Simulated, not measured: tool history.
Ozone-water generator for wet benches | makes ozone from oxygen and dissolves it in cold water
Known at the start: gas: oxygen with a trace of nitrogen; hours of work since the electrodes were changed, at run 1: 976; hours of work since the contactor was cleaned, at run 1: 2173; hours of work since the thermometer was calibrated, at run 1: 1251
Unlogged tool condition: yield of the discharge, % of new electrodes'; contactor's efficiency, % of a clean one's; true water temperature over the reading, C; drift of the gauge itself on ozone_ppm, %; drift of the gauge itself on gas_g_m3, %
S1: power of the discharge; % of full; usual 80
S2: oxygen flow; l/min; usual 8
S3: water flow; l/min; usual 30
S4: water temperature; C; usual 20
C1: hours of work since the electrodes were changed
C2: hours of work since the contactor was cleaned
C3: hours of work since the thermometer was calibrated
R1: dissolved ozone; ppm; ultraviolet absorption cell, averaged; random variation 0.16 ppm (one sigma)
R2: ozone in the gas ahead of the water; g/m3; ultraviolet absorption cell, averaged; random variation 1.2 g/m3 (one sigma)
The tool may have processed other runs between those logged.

{"run": 1, "hour": 0.0, "S1": 80, "S2": 8, "S3": 30, "S4": 20, "C1": 976, "C2": 2173, "C3": 1251, "R1": 23.7, "R2": 208.3}
{"run": 2, "hour": 46.9, "S1": 80, "S2": 8, "S3": 30, "S4": 20, "C1": 1009, "C2": 2207, "C3": 1285, "R1": 23.8, "R2": 206.7}
{"run": 3, "hour": 74.0, "S1": 80, "S2": 8, "S3": 30, "S4": 28, "C1": 1028, "C2": 2226, "C3": 1304, "R1": 20.7, "R2": 209}
{"run": 4, "hour": 101.4, "S1": 80, "S2": 8, "S3": 30, "S4": 28, "C1": 1048, "C2": 2245, "C3": 1323, "R1": 20.5, "R2": 207.5}
{"run": 5, "hour": 139.1, "S1": 80, "S2": 8, "S3": 30, "S4": 28, "C1": 1074, "C2": 2272, "C3": 1350, "R1": 20.6, "R2": 207.7}
{"run": 6, "hour": 169.7, "S1": 80, "S2": 8, "S3": 30, "S4": 28, "C1": 1096, "C2": 2294, "C3": 1372, "R1": 20.9, "R2": 204.5}
{"run": 7, "hour": 193.2, "S1": 73, "S2": 8, "S3": 30, "S4": 20, "C1": 1113, "C2": 2311, "C3": 1389, "R1": 22.6, "R2": 196.8}
{"run": 8, "hour": 218.7, "S1": 97, "S2": 8, "S3": 30, "S4": 20, "C1": 1131, "C2": 2329, "C3": 1407, "R1": 26.5, "R2": 230.5}
{"run": 9, "hour": 247.0, "S1": 71, "S2": 8, "S3": 30, "S4": 20, "C1": 1151, "C2": 2349, "C3": 1427, "R1": 22.3, "R2": 195.5}
{"run": 10, "hour": 282.8, "S1": 71, "S2": 8, "S3": 30, "S4": 20, "C1": 1176, "C2": 2374, "C3": 1452, "R1": 22.4, "R2": 191.8}
{"run": 11, "hour": 324.1, "S1": 80, "S2": 10.45, "S3": 30, "S4": 14, "C1": 1206, "C2": 2403, "C3": 1482, "R1": 27.5, "R2": 190.1}
{"run": 12, "hour": 372.3, "S1": 47, "S2": 8, "S3": 30, "S4": 15, "C1": 1240, "C2": 2438, "C3": 1516, "R1": 18.7, "R2": 153}
{"run": 13, "hour": 416.3, "S1": 41, "S2": 6.41, "S3": 32, "S4": 20, "C1": 1271, "C2": 2469, "C3": 1547, "R1": 14.7, "R2": 150.7}
{"run": 14, "hour": 453.0, "S1": 91, "S2": 4.01, "S3": 22, "S4": 20, "C1": 1297, "C2": 2495, "C3": 1573, "R1": 26.8, "R2": 273.5}
{"run": 15, "hour": 475.6, "S1": 80, "S2": 4.17, "S3": 29, "S4": 20, "C1": 1313, "C2": 2511, "C3": 1589, "R1": 20, "R2": 249.3}

Run 16, settings as shown, results not yet in. Your forecast:
{"run": 16, "hour": 501.4, "S1": 80, "S2": 10.14, "S3": 30, "S4": 20, "C1": 1332, "C2": 2529, "C3": 1608, "R1": "?", "R2": "?"}

Run 16 measured R1 24.9 ppm, R2 190 g/m3.
The same run, on a tool lacking any hidden state, would have yielded R1 25 ppm, R2 192.1 g/m3.
